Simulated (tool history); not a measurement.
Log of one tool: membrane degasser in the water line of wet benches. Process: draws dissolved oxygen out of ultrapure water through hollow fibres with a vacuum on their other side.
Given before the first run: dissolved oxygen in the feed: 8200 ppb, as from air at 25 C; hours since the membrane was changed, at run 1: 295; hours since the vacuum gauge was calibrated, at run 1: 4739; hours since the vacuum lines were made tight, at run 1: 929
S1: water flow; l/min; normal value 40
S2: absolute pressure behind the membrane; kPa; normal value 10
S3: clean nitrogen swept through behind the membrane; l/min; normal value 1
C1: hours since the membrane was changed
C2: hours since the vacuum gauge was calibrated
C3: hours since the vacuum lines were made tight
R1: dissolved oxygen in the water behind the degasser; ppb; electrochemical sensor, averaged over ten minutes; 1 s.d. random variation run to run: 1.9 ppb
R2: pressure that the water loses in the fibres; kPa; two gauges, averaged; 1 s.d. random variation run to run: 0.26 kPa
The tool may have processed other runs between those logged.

run    hour  S1    S2    S3    C1    C2    C3      R1      R2
  1       0  40    10     1   295  4739   929   546.6   68.72
  2     150  40    10     1   445  4889  1079   549.3   69.42
  3   308.4  40    10     1   603  5048  1238   551.7   68.97
  4   470.7  40   9.5     1   765  5210  1400   513.4   69.17
  5   568.2  40    10     1   863  5307  1498   550.3   68.67
  6   640.5  40    10     1   935  5380  1570   552.2   69.19
  7   735.1  40    10     1  1030  5474  1665     557    68.9
  8   888.7  40    10  1.14  1183  5628  1818   503.2   69.55
  9   995.7  58  24.6  0.93  1290  5735  1925  2017.1  100.69
 10  1168.4  34    10     1  1463  5908  2098   482.8   58.73
 11  1326.3  45  10.6     1  1621  6065  2256   657.2   78.38
 12  1433.6  56  10.6  0.45  1728  6173  2363  1267.9   97.22
 13  1543.9  34  23.9  0.86  1839  6283  2473    1442   58.76
 14  1713.9  34   8.8  1.56  2009  6453  2643   285.2   59.21

Branching from run 14: 4 alternative next runs. What would each branch give?
  A  1856.1  26   10     1  2151  6595  2786   ?   ?
  B  1856.1  34  9.5  1.56  2151  6595  2786   ?   ?
  C  1856.1  46   13  1.07  2151  6595  2786   ?   ?
  D  1856.1  44  8.6   2.9  2151  6595  2786   ?   ?

run     R1     R2
  A  384.3  45.41
  B    317  59.15
  C  821.2  79.61
  D  222.2   76.6
What these runs would have given with no unlogged condition in the tool:
run     R1     R2
  A    368  44.94
  B  302.5  58.54
  C  798.4  78.78
  D  210.4  75.81

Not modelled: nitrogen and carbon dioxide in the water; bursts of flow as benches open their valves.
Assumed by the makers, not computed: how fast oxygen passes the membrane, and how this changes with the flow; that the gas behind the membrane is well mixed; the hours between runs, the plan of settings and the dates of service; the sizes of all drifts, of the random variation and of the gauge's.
